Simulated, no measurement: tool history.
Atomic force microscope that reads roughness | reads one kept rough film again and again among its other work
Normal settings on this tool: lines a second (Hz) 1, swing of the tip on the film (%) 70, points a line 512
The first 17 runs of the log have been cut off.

run,hour,lines a second (Hz),swing of the tip on the film (%),points a line,pictures with this tip,hours of work since the height scale was calibrated,roughness of the kept film (nm (root mean square))
18,330.5,1.68,70,512,28,628,2.197
19,355,1.68,70,512,58,642,2.217
20,377.3,1.01,57,462,86,655,2.28
21,395.3,2.24,84,872,108,665,2.111
22,414.8,1,75,512,132,677,2.232
23,438,0.58,70,512,161,690,2.268
24,454.9,1.51,63,286,182,700,2.217
25,473.4,1.14,83,371,205,710,2.188
26,487,1.03,83,371,221,718,2.182
27,498.9,0.56,70,1011,236,725,2.284
28,514.6,0.56,70,1011,256,734,2.288
29,533.9,1.83,70,278,279,746,2.173
# hour 552.5: new tip fitted
30,556.5,1.83,70,278,5,758,2.167
31,578.6,0.98,70,492,32,771,2.251
32,605.2,1,78,834,65,786,2.233
33,621.3,1,78,834,85,796,2.245
34,647.9,1.83,70,384,118,811,2.217
35,666.8,0.97,72,839,141,822,2.273

What if the next run were any one of these 4? Each begins from the tool's condition after run 35:
A,694,0.52,72,922,175,838,?
B,694,1.28,70,824,175,838,?
C,694,2.69,57,329,175,838,?
D,694,2.45,57,839,175,838,?

run,roughness of the kept film (nm (root mean square))
A,2.292
B,2.254
C,2.232
D,2.262
Without the tool's hidden state the same runs would have given:
run,roughness of the kept film (nm (root mean square))
A,2.295
B,2.257
C,2.235
D,2.265

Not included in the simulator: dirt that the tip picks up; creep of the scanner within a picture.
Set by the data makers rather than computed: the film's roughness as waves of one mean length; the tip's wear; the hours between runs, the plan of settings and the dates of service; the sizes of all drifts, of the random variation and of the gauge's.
